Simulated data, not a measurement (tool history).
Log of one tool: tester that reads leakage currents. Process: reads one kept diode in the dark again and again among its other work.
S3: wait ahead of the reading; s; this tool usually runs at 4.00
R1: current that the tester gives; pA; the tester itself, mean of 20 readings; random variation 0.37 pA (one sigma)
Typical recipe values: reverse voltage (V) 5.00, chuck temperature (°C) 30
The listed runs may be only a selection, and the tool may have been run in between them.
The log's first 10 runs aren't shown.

{"run": 11, "hour": 656.7, "reverse voltage (V)": 5.0, "chuck temperature (°C)": 30, "S3": 4.0, "R1": 131.89}
{"run": 12, "hour": 748.2, "reverse voltage (V)": 5.0, "chuck temperature (°C)": 30, "S3": 4.0, "R1": 134.41}
{"run": 13, "hour": 824.0, "reverse voltage (V)": 5.0, "chuck temperature (°C)": 30, "S3": 4.0, "R1": 136.72}
{"run": 14, "hour": 913.5, "reverse voltage (V)": 5.0, "chuck temperature (°C)": 30, "S3": 4.0, "R1": 138.0}
{"hour": 944.7, "done": "chuck's temperature calibrated"}
{"run": 15, "hour": 975.4, "reverse voltage (V)": 5.0, "chuck temperature (°C)": 30, "S3": 4.0, "R1": 123.22}
{"run": 16, "hour": 1061.4, "reverse voltage (V)": 5.0, "chuck temperature (°C)": 55, "S3": 4.0, "R1": 657.73}
{"run": 17, "hour": 1119.3, "reverse voltage (V)": 5.0, "chuck temperature (°C)": 55, "S3": 4.0, "R1": 659.14}
{"run": 18, "hour": 1158.8, "reverse voltage (V)": 5.0, "chuck temperature (°C)": 55, "S3": 4.0, "R1": 665.16}
{"run": 19, "hour": 1238.6, "reverse voltage (V)": 12.17, "chuck temperature (°C)": 30, "S3": 4.0, "R1": 208.87}
{"run": 20, "hour": 1313.8, "reverse voltage (V)": 12.17, "chuck temperature (°C)": 30, "S3": 4.0, "R1": 212.44}
{"run": 21, "hour": 1404.6, "reverse voltage (V)": 12.17, "chuck temperature (°C)": 30, "S3": 4.0, "R1": 215.96}
{"run": 22, "hour": 1500.1, "reverse voltage (V)": 19.99, "chuck temperature (°C)": 28, "S3": 4.0, "R1": 253.83}
{"run": 23, "hour": 1576.1, "reverse voltage (V)": 19.99, "chuck temperature (°C)": 28, "S3": 4.0, "R1": 258.69}
{"run": 24, "hour": 1653.1, "reverse voltage (V)": 5.0, "chuck temperature (°C)": 30, "S3": 0.39, "R1": 140.51}
{"run": 25, "hour": 1697.7, "reverse voltage (V)": 5.0, "chuck temperature (°C)": 30, "S3": 0.39, "R1": 141.22}
{"run": 26, "hour": 1752.3, "reverse voltage (V)": 5.16, "chuck temperature (°C)": 32, "S3": 1.44, "R1": 164.22}
{"run": 27, "hour": 1809.9, "reverse voltage (V)": 5.16, "chuck temperature (°C)": 32, "S3": 1.44, "R1": 166.27}
{"hour": 1841.7, "done": "chuck's temperature calibrated"}
{"run": 28, "hour": 1905.4, "reverse voltage (V)": 11.4, "chuck temperature (°C)": 32, "S3": 9.47, "R1": 229.92}
{"run": 29, "hour": 1998.5, "reverse voltage (V)": 5.0, "chuck temperature (°C)": 30, "S3": 0.4, "R1": 130.41}
{"run": 30, "hour": 2038.6, "reverse voltage (V)": 5.0, "chuck temperature (°C)": 30, "S3": 0.4, "R1": 131.51}

Run 31 has not been measured yet. What should we expect?
{"run": 31, "hour": 2097.4, "reverse voltage (V)": 5.0, "chuck temperature (°C)": 56, "S3": 0.4, "R1": "?"}

{"run 31": {"R1": 710.33}}
If the tool had no hidden condition, the same run with the same run-to-run variation would have returned R1 702.94 pA.

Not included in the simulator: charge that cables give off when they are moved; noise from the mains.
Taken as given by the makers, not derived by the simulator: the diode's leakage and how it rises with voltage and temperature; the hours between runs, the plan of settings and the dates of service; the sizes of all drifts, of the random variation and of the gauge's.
